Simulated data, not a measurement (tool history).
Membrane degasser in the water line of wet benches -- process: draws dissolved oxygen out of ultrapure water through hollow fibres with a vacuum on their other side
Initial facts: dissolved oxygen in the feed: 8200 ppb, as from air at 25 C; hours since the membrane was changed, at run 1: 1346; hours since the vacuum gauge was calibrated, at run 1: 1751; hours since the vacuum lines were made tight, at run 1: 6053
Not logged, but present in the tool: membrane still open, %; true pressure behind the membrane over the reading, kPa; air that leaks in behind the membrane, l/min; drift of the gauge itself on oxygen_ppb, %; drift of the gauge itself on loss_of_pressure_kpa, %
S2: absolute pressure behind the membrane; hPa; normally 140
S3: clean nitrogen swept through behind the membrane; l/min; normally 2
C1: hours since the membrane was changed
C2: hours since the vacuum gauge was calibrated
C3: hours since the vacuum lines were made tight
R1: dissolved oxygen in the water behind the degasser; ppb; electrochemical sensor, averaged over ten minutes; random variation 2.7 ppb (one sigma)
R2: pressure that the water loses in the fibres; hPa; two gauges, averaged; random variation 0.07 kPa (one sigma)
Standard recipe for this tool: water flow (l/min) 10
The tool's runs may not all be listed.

run 1 hour=0 | water_flow_(l/min)=10 S2=140 S3=2 | C1=1346 C2=1751 C3=6053 | R1=430.9 R2=265.8
run 2 hour=54.6 | water_flow_(l/min)=10 S2=140 S3=2 | C1=1400 C2=1805 C3=6107 | R1=430.8 R2=266.1
run 3 hour=87.9 | water_flow_(l/min)=10 S2=140 S3=2 | C1=1434 C2=1839 C3=6140 | R1=432.4 R2=263.7
run 4 hour=143.5 | water_flow_(l/min)=10 S2=140 S3=2 | C1=1489 C2=1894 C3=6196 | R1=433.1 R2=264
run 5 hour=204.1 | water_flow_(l/min)=10 S2=140 S3=2 | C1=1550 C2=1955 C3=6257 | R1=432.2 R2=264.2
run 6 hour=236.7 | water_flow_(l/min)=10 S2=140 S3=2 | C1=1583 C2=1988 C3=6289 | R1=431.2 R2=264.8
run 7 hour=270.9 | water_flow_(l/min)=10 S2=140 S3=2 | C1=1617 C2=2022 C3=6323 | R1=433.1 R2=264.9
run 8 hour=327.9 | water_flow_(l/min)=10 S2=140 S3=2 | C1=1674 C2=2079 C3=6380 | R1=425.7 R2=264
run 9 hour=374.9 | water_flow_(l/min)=10 S2=140 S3=2 | C1=1721 C2=2126 C3=6427 | R1=428.2 R2=266.1
run 10 hour=402.2 | water_flow_(l/min)=10 S2=140 S3=2 | C1=1748 C2=2153 C3=6455 | R1=431.3 R2=265
run 11 hour=454 | water_flow_(l/min)=10 S2=140 S3=2 | C1=1800 C2=2205 C3=6507 | R1=435.3 R2=264.5
run 12 hour=496.5 | water_flow_(l/min)=9 S2=318 S3=1.62 | C1=1842 C2=2247 C3=6549 | R1=598.5 R2=237.8
run 13 hour=551 | water_flow_(l/min)=9 S2=276 S3=1.38 | C1=1897 C2=2302 C3=6604 | R1=594.4 R2=239.2

For run 14, what comes out?
run 14 hour=596 | water_flow_(l/min)=6 S2=147 S3=2 | C1=1942 C2=2347 C3=6649 | R1=? R2=?

Run 14 produced R1 169.6 ppb, R2 157.9 hPa.
With the hidden condition absent and the run-to-run variation left alone, this run would have shown R1 165.2 ppb, R2 157.1 hPa.

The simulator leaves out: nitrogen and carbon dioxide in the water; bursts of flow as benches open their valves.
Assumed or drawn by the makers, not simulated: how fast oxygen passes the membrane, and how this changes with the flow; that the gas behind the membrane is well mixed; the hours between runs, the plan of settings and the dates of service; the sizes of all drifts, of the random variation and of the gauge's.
